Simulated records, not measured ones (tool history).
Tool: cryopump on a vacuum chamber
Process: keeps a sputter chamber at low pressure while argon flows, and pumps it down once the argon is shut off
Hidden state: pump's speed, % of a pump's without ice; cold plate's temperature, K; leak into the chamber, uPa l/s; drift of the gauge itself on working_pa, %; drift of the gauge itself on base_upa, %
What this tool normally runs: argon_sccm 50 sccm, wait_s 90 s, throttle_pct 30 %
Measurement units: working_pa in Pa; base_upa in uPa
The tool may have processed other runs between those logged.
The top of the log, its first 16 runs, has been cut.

run	hour	argon_sccm	wait_s	throttle_pct	hours of work since the pump was warmed up and emptied	hours of work since the cold head was overhauled	hours of work since the chamber's fittings were tightened	working_pa	base_upa
17	198.7	50	51	35	9	461	1443	0.1531	2.25
18	208.7	56	57	16	15	468	1450	0.3746	1.97
19	224.8	50	78	25	26	478	1461	0.2153	1.57
20	241.9	42	277	39	38	490	1472	0.1167	0.80
21	259.3	23	81	30	49	501	1484	0.0833	1.54
22	271.8	83	81	21	58	510	1492	0.4274	1.54
23	279.7	45	84	22	63	515	1498	0.2219	1.51
24	293.5	45	84	22	72	524	1507	0.2228	1.50
25	302.4	50	23	41	78	530	1513	0.1333	4.43
26	313.1	50	34	30	85	537	1520	0.1816	3.12
27	327.6	32	74	30	95	547	1530	0.1174	1.67
28	336.1	32	74	30	101	553	1535	0.1169	1.66
29	347.7	69	24	28	108	560	1543	0.2709	4.24
30	360.9	69	24	28	117	569	1552	0.2703	4.25
31	377.7	50	54	41	128	580	1563	0.1349	2.17
32	387.7	50	42	55	135	587	1570	0.1022	2.62
33	396.0	45	48	55	140	592	1575	0.0921	2.32
34	413.2	25	190	55	152	604	1587	0.0512	0.94

Forecast each of these 4 alternatives for the next run:
A	427.0	25	190	21	161	613	1596	?	?
B	427.0	23	190	21	161	613	1596	?	?
C	427.0	25	288	21	161	613	1596	?	?
D	427.0	59	195	48	161	613	1596	?	?

run	working_pa	base_upa
A	0.1315	0.94
B	0.1196	0.92
C	0.1307	0.76
D	0.1392	0.92
Take away the tool's hidden state, keep each run's random variation, and the runs would have read:
run	working_pa	base_upa
A	0.1285	0.67
B	0.1169	0.65
C	0.1277	0.50
D	0.1322	0.65
